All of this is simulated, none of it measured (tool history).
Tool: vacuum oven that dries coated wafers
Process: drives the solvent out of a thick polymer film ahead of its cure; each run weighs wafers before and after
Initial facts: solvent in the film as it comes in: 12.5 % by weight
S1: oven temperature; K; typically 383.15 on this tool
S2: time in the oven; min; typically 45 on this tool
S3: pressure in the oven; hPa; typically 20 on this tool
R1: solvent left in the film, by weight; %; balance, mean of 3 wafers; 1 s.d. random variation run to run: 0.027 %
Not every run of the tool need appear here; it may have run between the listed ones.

run	day	S1	S2	S3	R1
1	0	383.15	45	20	1.67
2	0.762	383.15	45	20	1.67
3	2.129	383.15	37	20	2.13
4	3.179	390.15	45	20	1.11
5	4.571	383.15	29	20	2.72
6	5.925	383.15	35	20	2.31
7	6.683	383.15	45	20	1.75
8	7.592	383.15	45	20	1.75
9	8.783	383.15	45	20	1.71
10	9.571	383.15	45	45.8	3.04
11	10.883	383.15	45	45.8	3.06
12	11.925	380.15	44	45.8	3.62
13	12.75	373.15	33	54	6.26
14	13.404	393.15	33	11.7	0.82
15	14.779	396.15	33	11.7	0.61
16	16.217	374.15	26	29.8	5.4
17	16.888	383.15	77	52.3	2.9
18	18.171	383.15	70	10.1	0.72
19	18.888	390.15	42	10.1	0.74
20	19.542	390.15	42	10.1	0.76
21	20.796	390.15	24	16.6	1.97

Branching from run 21: 4 alternative next runs. What would each branch give?
A	22.079	390.15	24	24.8	?
B	22.079	386.15	46	26.9	?
C	22.079	374.15	25	44.6	?
D	22.079	385.15	27	16.6	?

run	R1
A	2.29
B	1.73
C	6.3
D	2.53
Without the tool's hidden state the same runs would have given:
run	R1
A	2.16
B	1.62
C	6.12
D	2.39
